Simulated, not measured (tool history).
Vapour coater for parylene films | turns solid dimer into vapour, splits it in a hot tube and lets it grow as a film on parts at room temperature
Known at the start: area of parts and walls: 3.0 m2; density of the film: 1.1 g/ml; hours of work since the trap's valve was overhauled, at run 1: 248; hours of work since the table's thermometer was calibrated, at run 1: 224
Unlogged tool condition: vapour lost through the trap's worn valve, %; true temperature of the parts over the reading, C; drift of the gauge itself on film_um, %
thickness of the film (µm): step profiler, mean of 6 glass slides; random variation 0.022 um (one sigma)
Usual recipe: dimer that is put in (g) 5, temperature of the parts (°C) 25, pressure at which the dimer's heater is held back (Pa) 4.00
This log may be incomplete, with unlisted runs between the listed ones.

run	hour	dimer that is put in (g)	temperature of the parts (°C)	pressure at which the dimer's heater is held back (Pa)	hours of work since the trap's valve was overhauled	hours of work since the table's thermometer was calibrated	thickness of the film (µm)
1	0.0	5	25	4.00	248	224	1.05
2	21.7	5	23	4.00	257	234	1.17
3	42.1	5	25	4.00	266	243	1.07
4	59.4	3	25	4.00	273	250	0.65
5	70.5	3	25	4.00	278	255	0.63
6	85.5	3	25	4.00	285	261	0.62
7	107.7	5	25	4.00	294	271	1.07
# hour 113.3: trap's valve overhauled
8	132.7	5	25	4.00	8	280	1.01
9	149.9	5	25	9.74	16	288	0.89
10	162.4	6	25	7.06	21	293	1.11
11	173.5	5	21	4.00	26	298	1.21
12	186.3	5	21	4.00	32	303	1.22
13	203.5	5	35	5.41	39	311	0.63
# hour 219.7: trap's valve overhauled, once more
14	224.8	7	25	7.24	2	318	1.45
15	240.3	9	25	4.00	9	325	2.10
16	251.2	5	32	8.61	14	330	0.72

Predict each of these 4 candidate next runs independently; none follows another, all start after run 16:
A	262.4	2	35	2.29	19	335	?
B	262.4	6	32	11.43	19	335	?
C	262.4	7	23	11.16	19	335	?
D	262.4	5	32	3.01	19	335	?

run	thickness of the film (µm)
A	0.33
B	0.85
C	1.47
D	0.92
With the hidden condition removed and each run's random variation left untouched, the same runs would have given:
run	thickness of the film (µm)
A	0.34
B	0.87
C	1.49
D	0.93
